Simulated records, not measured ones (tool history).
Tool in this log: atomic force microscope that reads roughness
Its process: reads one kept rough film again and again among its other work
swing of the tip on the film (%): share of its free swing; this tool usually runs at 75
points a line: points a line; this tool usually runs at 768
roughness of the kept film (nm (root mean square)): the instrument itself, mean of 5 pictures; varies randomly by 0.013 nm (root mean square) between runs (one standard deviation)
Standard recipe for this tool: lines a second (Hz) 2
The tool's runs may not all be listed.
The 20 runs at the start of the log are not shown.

| run | hour | lines a second (Hz) | swing of the tip on the film (%) | points a line | pictures with this tip | hours of work since the height scale was calibrated | roughness of the kept film (nm (root mean square)) |
|---|---|---|---|---|---|---|---|
| 21 | 613 | 0.51 | 74 | 565 | 245 | 1316 | 3.126 |
|  | 617.5 | new tip fitted |
| 22 | 652.8 | 1.58 | 89 | 273 | 75 | 1342 | 3.082 |
| 23 | 671.6 | 1.58 | 89 | 273 | 116 | 1355 | 3.021 |
| 24 | 712.4 | 1.58 | 89 | 273 | 203 | 1382 | 2.97 |
|  | 734.8 | new tip fitted |
| 25 | 734.8 | 1.08 | 83 | 273 | 0 | 1397 | 3.215 |
| 26 | 770.8 | 1.08 | 83 | 273 | 77 | 1421 | 3.158 |
| 27 | 798 | 1.08 | 83 | 273 | 135 | 1439 | 3.092 |
| 28 | 825 | 2.12 | 59 | 571 | 193 | 1457 | 3.139 |
|  | 853.9 | new tip fitted |
| 29 | 860.9 | 1.87 | 60 | 322 | 15 | 1481 | 3.265 |
| 30 | 895 | 2 | 75 | 502 | 88 | 1504 | 3.134 |
| 31 | 918.9 | 2.19 | 84 | 266 | 139 | 1519 | 2.995 |
| 32 | 961.8 | 2.19 | 84 | 266 | 231 | 1548 | 2.927 |
|  | 971.8 | new tip fitted |
| 33 | 989.2 | 2.19 | 84 | 266 | 37 | 1566 | 3.059 |

Run 34 comes next. What will it give?
| 34 | 1016.3 | 2.19 | 86 | 621 | 95 | 1584 | ? |

{"run 34": {"roughness of the kept film (nm (root mean square))": 3.023}}
Take away the tool's hidden state, keep the run-to-run variation as it was, and the same run would have given roughness of the kept film (nm (root mean square)) 3.063.
